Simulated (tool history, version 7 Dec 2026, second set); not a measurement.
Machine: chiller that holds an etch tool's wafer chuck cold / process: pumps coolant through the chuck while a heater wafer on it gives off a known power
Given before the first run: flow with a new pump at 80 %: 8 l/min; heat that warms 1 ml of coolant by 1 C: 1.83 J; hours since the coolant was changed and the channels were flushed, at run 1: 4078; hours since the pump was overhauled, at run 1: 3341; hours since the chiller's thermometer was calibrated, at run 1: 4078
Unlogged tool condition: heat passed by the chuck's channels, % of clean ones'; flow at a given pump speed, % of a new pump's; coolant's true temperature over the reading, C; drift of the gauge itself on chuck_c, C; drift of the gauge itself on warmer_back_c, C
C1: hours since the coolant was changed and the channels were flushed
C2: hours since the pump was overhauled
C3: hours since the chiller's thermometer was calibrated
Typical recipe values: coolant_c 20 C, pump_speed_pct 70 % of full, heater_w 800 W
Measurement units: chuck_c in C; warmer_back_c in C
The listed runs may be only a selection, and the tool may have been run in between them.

run 1 hour=0.0 | coolant_c=20 pump_speed_pct=70 heater_w=800 | C1=4078 C2=3341 C3=4078 | chuck_c=27.51 warmer_back_c=4.11
run 2 hour=98.0 | coolant_c=20 pump_speed_pct=70 heater_w=800 | C1=4176 C2=3439 C3=4176 | chuck_c=27.55 warmer_back_c=4.11
run 3 hour=192.4 | coolant_c=20 pump_speed_pct=70 heater_w=800 | C1=4270 C2=3533 C3=4270 | chuck_c=27.54 warmer_back_c=4.15
run 4 hour=309.6 | coolant_c=20 pump_speed_pct=70 heater_w=800 | C1=4387 C2=3650 C3=4387 | chuck_c=27.64 warmer_back_c=4.14
run 5 hour=447.6 | coolant_c=20 pump_speed_pct=70 heater_w=800 | C1=4525 C2=3788 C3=4525 | chuck_c=27.70 warmer_back_c=4.12
run 6 hour=562.4 | coolant_c=20 pump_speed_pct=70 heater_w=800 | C1=4640 C2=3903 C3=4640 | chuck_c=27.67 warmer_back_c=4.14
run 7 hour=686.7 | coolant_c=20 pump_speed_pct=70 heater_w=481 | C1=4764 C2=4027 C3=4764 | chuck_c=24.27 warmer_back_c=2.53
run 8 hour=751.6 | coolant_c=20 pump_speed_pct=70 heater_w=481 | C1=4829 C2=4092 C3=4829 | chuck_c=24.32 warmer_back_c=2.56
run 9 hour=869.8 | coolant_c=20 pump_speed_pct=70 heater_w=481 | C1=4947 C2=4210 C3=4947 | chuck_c=24.33 warmer_back_c=2.53
run 10 hour=933.8 | coolant_c=20 pump_speed_pct=70 heater_w=481 | C1=5011 C2=4274 C3=5011 | chuck_c=24.34 warmer_back_c=2.53
run 11 hour=1019.5 | coolant_c=22 pump_speed_pct=70 heater_w=800 | C1=5097 C2=4360 C3=5097 | chuck_c=29.69 warmer_back_c=4.23
run 12 hour=1109.5 | coolant_c=22 pump_speed_pct=78 heater_w=1031 | C1=5187 C2=4450 C3=5187 | chuck_c=31.27 warmer_back_c=4.82
run 13 hour=1233.7 | coolant_c=10 pump_speed_pct=68 heater_w=592 | C1=5311 C2=4574 C3=5311 | chuck_c=15.68 warmer_back_c=3.22
run 14 hour=1321.6 | coolant_c=10 pump_speed_pct=68 heater_w=472 | C1=5399 C2=4662 C3=5399 | chuck_c=14.27 warmer_back_c=2.56
-- hour=1330.0 chiller's thermometer calibrated
run 15 hour=1422.7 | coolant_c=20 pump_speed_pct=70 heater_w=765 | C1=5499 C2=4762 C3=93 | chuck_c=27.31 warmer_back_c=4.08
run 16 hour=1544.8 | coolant_c=13 pump_speed_pct=96 heater_w=612 | C1=5621 C2=4884 C3=215 | chuck_c=17.17 warmer_back_c=2.33
run 17 hour=1675.2 | coolant_c=13 pump_speed_pct=96 heater_w=612 | C1=5752 C2=5015 C3=345 | chuck_c=17.27 warmer_back_c=2.30
-- hour=1773.5 chiller's thermometer calibrated, once more
run 18 hour=1809.4 | coolant_c=24 pump_speed_pct=96 heater_w=800 | C1=5885 C2=5148 C3=36 | chuck_c=30.80 warmer_back_c=3.07
run 19 hour=1925.9 | coolant_c=22 pump_speed_pct=72 heater_w=937 | C1=6001 C2=5264 C3=152 | chuck_c=31.94 warmer_back_c=4.90
-- hour=1970.6 coolant changed, channels flushed
run 20 hour=1992.0 | coolant_c=22 pump_speed_pct=72 heater_w=937 | C1=21 C2=5325 C3=213 | chuck_c=31.10 warmer_back_c=4.90
run 21 hour=2052.6 | coolant_c=22 pump_speed_pct=72 heater_w=937 | C1=82 C2=5385 C3=273 | chuck_c=31.03 warmer_back_c=4.82
run 22 hour=2139.5 | coolant_c=22 pump_speed_pct=72 heater_w=623 | C1=169 C2=5472 C3=360 | chuck_c=27.98 warmer_back_c=3.28

Below are 3 alternative next runs, each starting from the tool's condition after run 22. Predict each:
run A hour=2271.5 | coolant_c=22 pump_speed_pct=72 heater_w=1011 | C1=301 C2=5604 C3=492 | chuck_c=? warmer_back_c=?
run B hour=2271.5 | coolant_c=17 pump_speed_pct=89 heater_w=800 | C1=301 C2=5604 C3=492 | chuck_c=? warmer_back_c=?
run C hour=2271.5 | coolant_c=20 pump_speed_pct=96 heater_w=740 | C1=301 C2=5604 C3=492 | chuck_c=? warmer_back_c=?

run=A chuck_c=31.83 warmer_back_c=5.31
run=B chuck_c=23.46 warmer_back_c=3.38
run=C chuck_c=25.68 warmer_back_c=2.85
Take away the tool's hidden state, keep each run's random variation, and the runs would have read:
run=A chuck_c=30.96 warmer_back_c=4.63
run=B chuck_c=22.94 warmer_back_c=2.96
run=C chuck_c=25.24 warmer_back_c=2.49

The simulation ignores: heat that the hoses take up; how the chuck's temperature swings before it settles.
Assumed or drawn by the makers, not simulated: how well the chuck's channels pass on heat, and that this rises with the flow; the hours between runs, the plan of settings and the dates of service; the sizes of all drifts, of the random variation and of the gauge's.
